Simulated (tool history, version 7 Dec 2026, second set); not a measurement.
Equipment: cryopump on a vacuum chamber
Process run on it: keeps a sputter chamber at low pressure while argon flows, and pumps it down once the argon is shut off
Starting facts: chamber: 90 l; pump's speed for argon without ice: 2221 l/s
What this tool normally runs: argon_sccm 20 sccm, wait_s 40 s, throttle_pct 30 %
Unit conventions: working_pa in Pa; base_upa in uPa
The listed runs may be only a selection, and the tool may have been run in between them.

{"run": 1, "hour": 0.0, "argon_sccm": 20, "wait_s": 40, "throttle_pct": 30, "working_pa": 0.0529, "base_upa": 2.81}
{"run": 2, "hour": 20.8, "argon_sccm": 20, "wait_s": 40, "throttle_pct": 30, "working_pa": 0.0533, "base_upa": 2.78}
{"run": 3, "hour": 61.7, "argon_sccm": 31, "wait_s": 40, "throttle_pct": 30, "working_pa": 0.0829, "base_upa": 2.75}
{"run": 4, "hour": 89.9, "argon_sccm": 31, "wait_s": 40, "throttle_pct": 30, "working_pa": 0.0823, "base_upa": 2.88}
{"run": 5, "hour": 133.9, "argon_sccm": 31, "wait_s": 40, "throttle_pct": 30, "working_pa": 0.0812, "base_upa": 2.89}
{"run": 6, "hour": 171.3, "argon_sccm": 31, "wait_s": 50, "throttle_pct": 30, "working_pa": 0.0832, "base_upa": 2.63}
{"run": 7, "hour": 213.5, "argon_sccm": 31, "wait_s": 50, "throttle_pct": 30, "working_pa": 0.0828, "base_upa": 2.67}
{"run": 8, "hour": 235.5, "argon_sccm": 20, "wait_s": 40, "throttle_pct": 49, "working_pa": 0.033, "base_upa": 3.03}
{"run": 9, "hour": 265.3, "argon_sccm": 20, "wait_s": 126, "throttle_pct": 49, "working_pa": 0.0343, "base_upa": 1.95}
{"run": 10, "hour": 296.4, "argon_sccm": 20, "wait_s": 126, "throttle_pct": 49, "working_pa": 0.0336, "base_upa": 2.04}
{"run": 11, "hour": 318.5, "argon_sccm": 20, "wait_s": 71, "throttle_pct": 30, "working_pa": 0.0545, "base_upa": 2.38}
{"run": 12, "hour": 345.4, "argon_sccm": 20, "wait_s": 40, "throttle_pct": 30, "working_pa": 0.0528, "base_upa": 3.12}
{"run": 13, "hour": 364.0, "argon_sccm": 20, "wait_s": 40, "throttle_pct": 30, "working_pa": 0.0539, "base_upa": 3.1}
{"run": 14, "hour": 389.1, "argon_sccm": 23, "wait_s": 40, "throttle_pct": 30, "working_pa": 0.0615, "base_upa": 3.17}
{"run": 15, "hour": 422.0, "argon_sccm": 23, "wait_s": 40, "throttle_pct": 30, "working_pa": 0.0624, "base_upa": 3.28}
{"hour": 461.5, "done": "pump warmed up, emptied and cooled again"}
{"run": 16, "hour": 463.5, "argon_sccm": 20, "wait_s": 40, "throttle_pct": 19, "working_pa": 0.0803, "base_upa": 2.94}
{"run": 17, "hour": 495.8, "argon_sccm": 35, "wait_s": 24, "throttle_pct": 30, "working_pa": 0.0905, "base_upa": 3.92}
{"run": 18, "hour": 523.0, "argon_sccm": 32, "wait_s": 25, "throttle_pct": 30, "working_pa": 0.0822, "base_upa": 3.79}
{"run": 19, "hour": 563.9, "argon_sccm": 26, "wait_s": 268, "throttle_pct": 30, "working_pa": 0.0666, "base_upa": 1.71}
{"run": 20, "hour": 606.1, "argon_sccm": 39, "wait_s": 40, "throttle_pct": 52, "working_pa": 0.0576, "base_upa": 3.01}
{"run": 21, "hour": 643.7, "argon_sccm": 39, "wait_s": 40, "throttle_pct": 52, "working_pa": 0.0575, "base_upa": 2.98}
{"run": 22, "hour": 683.0, "argon_sccm": 23, "wait_s": 60, "throttle_pct": 24, "working_pa": 0.074, "base_upa": 2.55}
{"run": 23, "hour": 719.0, "argon_sccm": 20, "wait_s": 36, "throttle_pct": 20, "working_pa": 0.0776, "base_upa": 3.19}
{"run": 24, "hour": 748.7, "argon_sccm": 20, "wait_s": 59, "throttle_pct": 25, "working_pa": 0.0611, "base_upa": 2.66}
{"run": 25, "hour": 784.8, "argon_sccm": 8, "wait_s": 200, "throttle_pct": 22, "working_pa": 0.0277, "base_upa": 1.94}
{"run": 26, "hour": 827.7, "argon_sccm": 17, "wait_s": 35, "throttle_pct": 57, "working_pa": 0.0239, "base_upa": 3.29}
{"run": 27, "hour": 861.9, "argon_sccm": 13, "wait_s": 97, "throttle_pct": 57, "working_pa": 0.0173, "base_upa": 2.27}
{"run": 28, "hour": 899.4, "argon_sccm": 30, "wait_s": 64, "throttle_pct": 59, "working_pa": 0.04, "base_upa": 2.7}
{"run": 29, "hour": 930.8, "argon_sccm": 30, "wait_s": 64, "throttle_pct": 59, "working_pa": 0.0402, "base_upa": 2.72}

3 ways to go on from here, each from the tool as it stands after run 29. What would each give?
{"run": "A", "hour": 952.7, "argon_sccm": 20, "wait_s": 29, "throttle_pct": 18, "working_pa": "?", "base_upa": "?"}
{"run": "B", "hour": 952.7, "argon_sccm": 21, "wait_s": 29, "throttle_pct": 59, "working_pa": "?", "base_upa": "?"}
{"run": "C", "hour": 952.7, "argon_sccm": 14, "wait_s": 95, "throttle_pct": 54, "working_pa": "?", "base_upa": "?"}

run=A working_pa=0.0863 base_upa=3.88
run=B working_pa=0.0282 base_upa=3.82
run=C working_pa=0.0212 base_upa=2.36
The same runs, with their run-to-run variation unchanged, on a tool lacking any hidden condition would have given:
run=A working_pa=0.0851 base_upa=2.25
run=B working_pa=0.0269 base_upa=2.21
run=C working_pa=0.0203 base_upa=0.77
